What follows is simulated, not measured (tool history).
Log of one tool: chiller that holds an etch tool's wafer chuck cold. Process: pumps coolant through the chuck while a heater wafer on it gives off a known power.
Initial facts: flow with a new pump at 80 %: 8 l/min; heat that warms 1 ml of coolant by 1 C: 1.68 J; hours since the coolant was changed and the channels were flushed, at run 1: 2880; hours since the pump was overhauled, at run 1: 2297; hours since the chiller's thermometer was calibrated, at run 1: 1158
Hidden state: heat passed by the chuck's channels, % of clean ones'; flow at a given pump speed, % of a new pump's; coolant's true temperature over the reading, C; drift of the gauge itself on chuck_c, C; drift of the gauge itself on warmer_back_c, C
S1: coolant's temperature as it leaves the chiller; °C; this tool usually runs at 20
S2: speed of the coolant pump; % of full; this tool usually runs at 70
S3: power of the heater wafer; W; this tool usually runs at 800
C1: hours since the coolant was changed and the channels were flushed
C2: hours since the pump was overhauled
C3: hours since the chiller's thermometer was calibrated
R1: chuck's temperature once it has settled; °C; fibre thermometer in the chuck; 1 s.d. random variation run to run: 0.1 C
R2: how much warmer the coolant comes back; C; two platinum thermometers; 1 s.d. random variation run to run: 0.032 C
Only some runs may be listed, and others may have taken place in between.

run 1 hour=0.0 | S1=20 S2=70 S3=800 | C1=2880 C2=2297 C3=1158 | R1=29.0 R2=4.14
run 2 hour=111.5 | S1=20 S2=70 S3=800 | C1=2991 C2=2408 C3=1270 | R1=28.9 R2=4.13
run 3 hour=176.3 | S1=20 S2=70 S3=800 | C1=3056 C2=2473 C3=1335 | R1=28.8 R2=4.14
run 4 hour=246.9 | S1=20 S2=70 S3=800 | C1=3126 C2=2544 C3=1405 | R1=29.1 R2=4.20
run 5 hour=333.8 | S1=20 S2=70 S3=800 | C1=3213 C2=2630 C3=1492 | R1=28.9 R2=4.06
run 6 hour=412.7 | S1=20 S2=70 S3=800 | C1=3292 C2=2709 C3=1571 | R1=29.2 R2=4.13
run 7 hour=520.3 | S1=20 S2=70 S3=800 | C1=3400 C2=2817 C3=1679 | R1=29.0 R2=4.17
run 8 hour=586.7 | S1=20 S2=70 S3=450 | C1=3466 C2=2883 C3=1745 | R1=25.1 R2=2.33
run 9 hour=673.0 | S1=20 S2=70 S3=800 | C1=3553 C2=2970 C3=1831 | R1=29.1 R2=4.10
run 10 hour=771.4 | S1=13 S2=70 S3=800 | C1=3651 C2=3068 C3=1930 | R1=21.8 R2=4.13
run 11 hour=836.7 | S1=20 S2=71 S3=800 | C1=3716 C2=3133 C3=1995 | R1=28.9 R2=4.06
run 12 hour=888.5 | S1=20 S2=71 S3=800 | C1=3768 C2=3185 C3=2047 | R1=28.8 R2=4.10
run 13 hour=977.9 | S1=20 S2=70 S3=511 | C1=3857 C2=3275 C3=2136 | R1=25.8 R2=2.66
run 14 hour=1049.6 | S1=20 S2=70 S3=511 | C1=3929 C2=3346 C3=2208 | R1=25.7 R2=2.61
run 15 hour=1138.9 | S1=20 S2=70 S3=511 | C1=4018 C2=3436 C3=2297 | R1=25.8 R2=2.64
run 16 hour=1208.9 | S1=20 S2=70 S3=511 | C1=4088 C2=3506 C3=2367 | R1=25.6 R2=2.66
run 17 hour=1261.0 | S1=20 S2=70 S3=511 | C1=4141 C2=3558 C3=2419 | R1=25.6 R2=2.69
run 18 hour=1315.8 | S1=20 S2=70 S3=511 | C1=4195 C2=3612 C3=2474 | R1=25.7 R2=2.60
run 19 hour=1375.9 | S1=26 S2=70 S3=800 | C1=4255 C2=3673 C3=2534 | R1=34.9 R2=4.22
run 20 hour=1425.7 | S1=23 S2=96 S3=737 | C1=4305 C2=3722 C3=2584 | R1=29.2 R2=2.74
run 21 hour=1472.6 | S1=20 S2=83 S3=445 | C1=4352 C2=3769 C3=2631 | R1=24.3 R2=1.94
run 22 hour=1542.0 | S1=20 S2=70 S3=455 | C1=4422 C2=3839 C3=2700 | R1=25.2 R2=2.38
run 23 hour=1601.4 | S1=20 S2=70 S3=455 | C1=4481 C2=3898 C3=2760 | R1=25.2 R2=2.37
run 24 hour=1697.5 | S1=20 S2=70 S3=455 | C1=4577 C2=3994 C3=2856 | R1=25.0 R2=2.33
run 25 hour=1759.0 | S1=20 S2=70 S3=455 | C1=4639 C2=4056 C3=2917 | R1=25.2 R2=2.41
run 26 hour=1821.2 | S1=20 S2=70 S3=455 | C1=4701 C2=4118 C3=2979 | R1=25.0 R2=2.38
run 27 hour=1930.1 | S1=20 S2=75 S3=512 | C1=4810 C2=4227 C3=3088 | R1=25.4 R2=2.51
-- hour=2009.8 coolant changed, channels flushed
run 28 hour=2034.3 | S1=20 S2=75 S3=512 | C1=25 C2=4325 C3=3187 | R1=25.5 R2=2.53
-- hour=2086.5 chiller's thermometer calibrated
run 29 hour=2109.7 | S1=27 S2=72 S3=580 | C1=99 C2=4399 C3=23 | R1=33.3 R2=2.91
run 30 hour=2160.4 | S1=27 S2=72 S3=580 | C1=150 C2=4450 C3=74 | R1=33.2 R2=2.93
run 31 hour=2270.8 | S1=20 S2=96 S3=800 | C1=260 C2=4560 C3=184 | R1=26.5 R2=2.97
run 32 hour=2371.0 | S1=20 S2=96 S3=800 | C1=360 C2=4661 C3=284 | R1=26.9 R2=2.90

Entry by entry between the runs, the difference in hidden state between the last listed run before and the first listed run after:
After run 27, before run 28: coolant changed, channels flushed (hour 2009.8)
  heat passed by the chuck's channels, % of clean ones': 99.7 -> 100
After run 28, before run 29: chiller's thermometer calibrated (hour 2086.5)
  coolant's true temperature over the reading, C: -0.01 -> 0

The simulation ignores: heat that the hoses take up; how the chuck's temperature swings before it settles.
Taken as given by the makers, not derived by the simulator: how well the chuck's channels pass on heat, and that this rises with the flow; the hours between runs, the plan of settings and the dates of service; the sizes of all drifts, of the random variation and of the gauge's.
